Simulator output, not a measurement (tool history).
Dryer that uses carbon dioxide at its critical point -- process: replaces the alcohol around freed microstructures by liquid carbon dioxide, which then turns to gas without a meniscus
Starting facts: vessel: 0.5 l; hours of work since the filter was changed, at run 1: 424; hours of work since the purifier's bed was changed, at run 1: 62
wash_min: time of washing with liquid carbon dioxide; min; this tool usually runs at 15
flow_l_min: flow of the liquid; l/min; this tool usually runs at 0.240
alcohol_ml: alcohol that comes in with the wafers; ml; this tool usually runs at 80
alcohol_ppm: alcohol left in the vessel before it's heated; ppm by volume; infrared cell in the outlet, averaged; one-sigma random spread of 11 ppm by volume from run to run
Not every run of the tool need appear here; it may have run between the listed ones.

run,hour,wash_min,flow_l_min,alcohol_ml,hours of work since the filter was changed,hours of work since the purifier's bed was changed,alcohol_ppm
1,0.0,15,0.240,80,424,62,1096
2,14.0,15,0.279,80,432,70,492
3,29.6,15,0.279,80,441,79,494
4,45.1,15,0.279,80,450,88,495
5,57.4,15,0.279,80,457,95,489
6,76.5,15,0.279,80,467,106,511
7,86.9,15,0.279,80,473,112,524
8,105.9,18,0.279,44,484,123,102
9,118.4,19,0.155,54,491,130,2084
10,134.9,11,0.155,54,501,139,11108
11,153.5,10,0.220,53,511,150,5458

Some steps in alcohol_ppm between neighbouring runs. How much of each would the tool show without its hidden state too (settings, what came in, random variation), and how much is left for the hidden state, with any gauge scatter that isn't in both results?
The hidden state here: flow that reaches the vessel past the clogged filter, %; alcohol in the recycled carbon dioxide, ppm; drift of the gauge itself on alcohol_ppm, %.
Run 9 -> 10: wash_min 19 -> 11. alcohol_ppm +9024 ppm by volume: hidden state +1959, all else +7065.
